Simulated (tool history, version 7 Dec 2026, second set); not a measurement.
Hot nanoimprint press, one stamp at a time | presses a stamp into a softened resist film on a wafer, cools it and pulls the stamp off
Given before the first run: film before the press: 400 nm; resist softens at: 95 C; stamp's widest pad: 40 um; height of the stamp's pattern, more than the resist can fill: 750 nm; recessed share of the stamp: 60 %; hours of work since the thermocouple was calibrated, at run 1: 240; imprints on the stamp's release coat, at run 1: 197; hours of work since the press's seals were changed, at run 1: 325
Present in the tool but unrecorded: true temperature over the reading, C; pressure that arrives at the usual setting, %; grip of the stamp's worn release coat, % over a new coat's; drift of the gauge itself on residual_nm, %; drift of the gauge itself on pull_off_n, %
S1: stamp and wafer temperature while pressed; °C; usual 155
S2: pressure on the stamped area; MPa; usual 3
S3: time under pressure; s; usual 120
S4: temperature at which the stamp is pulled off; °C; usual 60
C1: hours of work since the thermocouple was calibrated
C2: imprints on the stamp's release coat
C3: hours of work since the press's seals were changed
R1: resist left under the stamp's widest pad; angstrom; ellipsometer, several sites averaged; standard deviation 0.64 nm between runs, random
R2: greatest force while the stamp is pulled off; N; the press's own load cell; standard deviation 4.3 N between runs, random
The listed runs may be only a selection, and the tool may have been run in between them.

run,hour,S1,S2,S3,S4,C1,C2,C3,R1,R2
1,0,155,3,120,60,240,197,325,2283,223
2,20,155,3,102,60,255,253,340,2402,229
3,38.4,155,3,84,60,268,305,353,2536,227
4,48.5,155,3,84,60,275,333,360,2526,230
5,68.7,155,3,84,60,290,390,375,2522,234
6,78.3,155,3,120,60,297,417,382,2277,233
7,90.5,155,3,120,47,306,451,391,2283,295
8,102.5,155,3,120,47,315,485,399,2285,289
9,115.8,155,3,120,47,324,522,409,2286,300
10,126.1,155,3.47,120,60,332,551,417,2133,236
11,142.2,155,3,120,60,343,596,428,2283,240
12,161.8,155,2.07,120,60,358,651,443,2641,252
13,174.2,155,2.07,120,60,367,686,452,2642,241
# hour 194.2: stamp cleaned and given a new release coat
14,197.3,155,3,120,60,379,8,464,2276,210
15,215.2,155,3,120,60,392,59,477,2277,216
16,226.6,155,3,120,60,400,91,485,2286,212
17,239.8,165,3,61,47,410,128,495,2118,276
18,250.3,165,3,61,47,418,157,502,2115,271
19,258.6,160,4.09,120,60,424,181,508,1676,220
20,275.7,159,3,94,59,436,229,521,2173,223
21,286.6,159,3,94,59,444,259,529,2176,234
22,305.5,159,3,94,59,458,313,542,2173,225
23,325.7,155,2.9,61,60,472,369,557,2781,235
24,340.7,155,2.9,61,60,483,411,568,2774,238
25,350.9,166,3.85,81,52,491,440,575,1640,271
26,359.2,165,3.85,92,47,497,463,581,1623,295

The next listed run, before its measurement:
27,373.3,146,3.31,120,60,507,503,592,?,?

R1: 2844 angstrom
R2: 241 N
Minus the tool's unlogged condition, the same run would have read R1 2883 angstrom, R2 212 N.
